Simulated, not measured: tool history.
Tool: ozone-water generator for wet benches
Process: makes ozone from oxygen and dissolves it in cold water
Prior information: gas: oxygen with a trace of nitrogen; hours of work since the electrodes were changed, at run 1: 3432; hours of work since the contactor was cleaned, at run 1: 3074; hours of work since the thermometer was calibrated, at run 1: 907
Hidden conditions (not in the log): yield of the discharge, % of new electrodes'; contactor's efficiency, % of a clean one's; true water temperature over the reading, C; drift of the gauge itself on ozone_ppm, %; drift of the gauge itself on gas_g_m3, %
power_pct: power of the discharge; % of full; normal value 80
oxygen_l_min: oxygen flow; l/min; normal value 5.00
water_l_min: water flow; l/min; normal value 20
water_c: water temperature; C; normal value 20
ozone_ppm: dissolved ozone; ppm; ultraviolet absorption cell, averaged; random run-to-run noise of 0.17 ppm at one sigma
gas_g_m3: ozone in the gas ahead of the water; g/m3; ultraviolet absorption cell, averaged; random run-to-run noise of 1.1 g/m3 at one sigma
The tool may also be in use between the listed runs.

run     day  power_pct  oxygen_l_min  water_l_min  water_c  hours of work since the electrodes were changed  hours of work since the contactor was cleaned  hours of work since the thermometer was calibrated  ozone_ppm  gas_g_m3
  1   0.000         80          5.00           20       20                                             3432                                           3074                                                 907       22.6     198.3
  2   3.304         80          5.00           20       20                                             3499                                           3142                                                 974       22.6     196.8
  3   6.929         80          3.78           20       20                                             3573                                           3215                                                1048       22.3     233.2
  4  11.092         80          3.78           20       20                                             3657                                           3300                                                1133       22.5     231.9
  5  13.417         80          3.78           20       20                                             3705                                           3347                                                1180       22.3     234.3
  6  16.700         80          5.00           20       25                                             3771                                           3414                                                1247       20.6     199.3
  7  20.112         80          5.00           20       17                                             3841                                           3483                                                1316       23.7     198.1
  8  23.262         80          5.75           20       20                                             3905                                           3547                                                1380       22.3     181.0
  9  27.308         80          5.75           20       20                                             3987                                           3630                                                1462       22.5     179.0
 10  31.067         80          2.64           20       20                                             4063                                           3706                                                1539       22.2     288.3
 11  35.388         80          2.64           20       20                                             4151                                           3794                                                1626       22.1     289.2
 12  38.558         80          2.64           20       20                                             4216                                           3858                                                1691       22.1     285.6
 13  41.208         80          2.64           20       27                                             4270                                           3912                                                1745       20.2     287.1
 14  44.908         80          5.00           20       20                                             4345                                           3987                                                1820       22.3     194.6
 15  49.512         80          5.00           31       20                                             4438                                           4081                                                1914       16.4     194.6
 16  52.254         80          5.00           31       20                                             4494                                           4137                                                1969       16.5     194.7
 17  54.471         80          5.00           24       28                                             4539                                           4182                                                2014       17.8     195.4
 18  56.683         58          3.25           19       14                                             4584                                           4227                                                2059       20.2     206.4
 19  59.754         58          3.25           19       14                                             4646                                           4289                                                2122       20.6     204.9
 20  63.458         80          5.21           22       13                                             4722                                           4364                                                2197       23.1     189.8
 21  68.054         69          2.65           15       18                                             4815                                           4458                                                2290       25.6     259.3
 22  70.525         56          5.00           20       23                                             4865                                           4508                                                2341       17.4     155.0
 23  72.821         56          7.03           19       21                                             4912                                           4555                                                2387       17.6     125.5
 24  75.146         45          5.00           20       19                                             4959                                           4602                                                2434       16.0     135.7
 25  77.488         80          5.07           20       17                                             5007                                           4649                                                2482       23.7     191.7
 26  79.817         92          3.40           20       19                                             5054                                           4697                                                2529       24.9     263.7
 27  82.662         93          3.40           28       19                                             5112                                           4755                                                2587       19.1     265.2
 28  84.900         93          3.40           28       19                                             5158                                           4800                                                2633       19.2     267.1
 29  89.279         93          3.11           28       27                                             5247                                           4889                                                2722       17.5     278.9
 30  93.304         71          5.00           27       25                                             5328                                           4971                                                2804       15.7     178.5
 31  96.029         80          5.00           27       13                                             5384                                           5026                                                2859       19.4     193.8
     96.283  -- gauge calibrated
 32  99.725         46          5.00           29       20                                             5459                                           5101                                                2934       12.2     142.0

Hidden state at the last listed run before each entry between runs and at the first one after, where it differs:
After run 31, before run 32: gauge calibrated (day 96.283)
  drift of the gauge itself on gas_g_m3, %: -2.99 -> -0.11
  measured less the result without the state, gas_g_m3: -6.0 -> -0.2 g/m3
